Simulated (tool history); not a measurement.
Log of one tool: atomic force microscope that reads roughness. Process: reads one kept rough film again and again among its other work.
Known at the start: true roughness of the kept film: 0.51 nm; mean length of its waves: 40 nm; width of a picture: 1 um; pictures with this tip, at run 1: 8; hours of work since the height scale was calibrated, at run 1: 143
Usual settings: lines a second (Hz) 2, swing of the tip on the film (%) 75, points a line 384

run   hour  lines a second (Hz)  swing of the tip on the film (%)  points a line  pictures with this tip  hours of work since the height scale was calibrated  roughness of the kept film (nm (root mean square))
  1      0                    2                                75            384                       8                                                  143                                               0.451
  2    9.3                    2                                66            384                      20                                                  148                                                0.47
  3   16.7                    2                                66            384                      29                                                  153                                               0.468
  4   21.4                    2                                89            384                      36                                                  156                                               0.406
  5   30.3                    2                                89            384                      47                                                  161                                               0.412
  6   36.9                 3.31                                75            384                      56                                                  165                                               0.426
  7   47.1                    2                                75            549                      69                                                  171                                               0.453
  8   54.3                    2                                75            549                      79                                                  176                                               0.452
  9   62.7                    2                                75            549                      90                                                  181                                               0.452
 10   72.3                    2                                75            549                     102                                                  186                                                0.45
 11   78.2                    2                                81            384                     110                                                  190                                               0.433
 12   84.2                    2                                81            281                     118                                                  194                                               0.435
 13   91.8                    2                                81            281                     128                                                  198                                               0.433
 14   96.6                    2                                81            281                     134                                                  201                                               0.437
 15    103                    2                                81            281                     142                                                  205                                               0.438
 16  110.6                    2                                75            384                     152                                                  210                                               0.451
 17  120.3                    2                                55            384                     165                                                  216                                               0.483
 18  126.7                    2                                55            384                     173                                                  219                                               0.486
 19  134.5                    2                                75            384                     183                                                  224                                               0.449
     141.1  -- new tip fitted
 20  144.6                    2                                75            647                       5                                                  230                                               0.449
 21  149.1                    2                                60            384                      11                                                  233                                               0.482
 22  158.7                    2                                60            384                      23                                                  239                                               0.477
 23  166.3                 1.25                                58            475                      33                                                  243                                               0.491
 24    174                 1.25                                58            475                      43                                                  248                                               0.495
 25  178.8                 0.81                                58            412                      50                                                  251                                               0.497
 26  184.7                 0.81                                58            412                      57                                                  254                                               0.498
 27  192.2                 0.56                                58            412                      67                                                  259                                               0.495
 28  198.9                 0.56                                58            412                      76                                                  263                                                 0.5
 29    204                 0.56                                58            412                      83                                                  266                                                 0.5
 30  210.3                 0.56                                58            412                      91                                                  270                                                 0.5
 31  218.4                 0.56                                58            412                     101                                                  275                                               0.498
 32  223.1                 1.12                                89            716                     107                                                  278                                               0.452
 33  231.8                 3.54                                58            531                     119                                                  283                                               0.471
 34  237.3                 3.54                                58            531                     126                                                  286                                               0.468
 35  241.7                    2                                75            639                     132                                                  289                                               0.452
 36  251.2                    2                                75            639                     144                                                  295                                               0.453
 37  257.8                 1.91                                84            688                     153                                                  299                                               0.427
 38  264.3                 1.21                                56            313                     161                                                  303                                                0.49
 39  273.3                 1.79                                60            587                     173                                                  308                                               0.482
 40  283.2                 2.73                                89            487                     186                                                  314                                               0.376
     287.4  -- new tip fitted
 41  293.8                 0.56                                75            753                       8                                                  320                                                0.49
 42  303.6                 0.56                                83            753                      21                                                  326                                               0.483

3 ways to go on from here, each from the tool as it stands after run 42. What would each give?
  A  312.8                 2.05                                75            442                      33                                                  332                                                   ?
  B  312.8                 1.21                                75            384                      33                                                  332                                                   ?
  C  312.8                 1.29                                80            569                      33                                                  332                                                   ?

run  roughness of the kept film (nm (root mean square))
  A                                               0.455
  B                                               0.471
  C                                               0.462
Without the tool's hidden state the same runs would have given:
run  roughness of the kept film (nm (root mean square))
  A                                               0.455
  B                                               0.471
  C                                               0.462
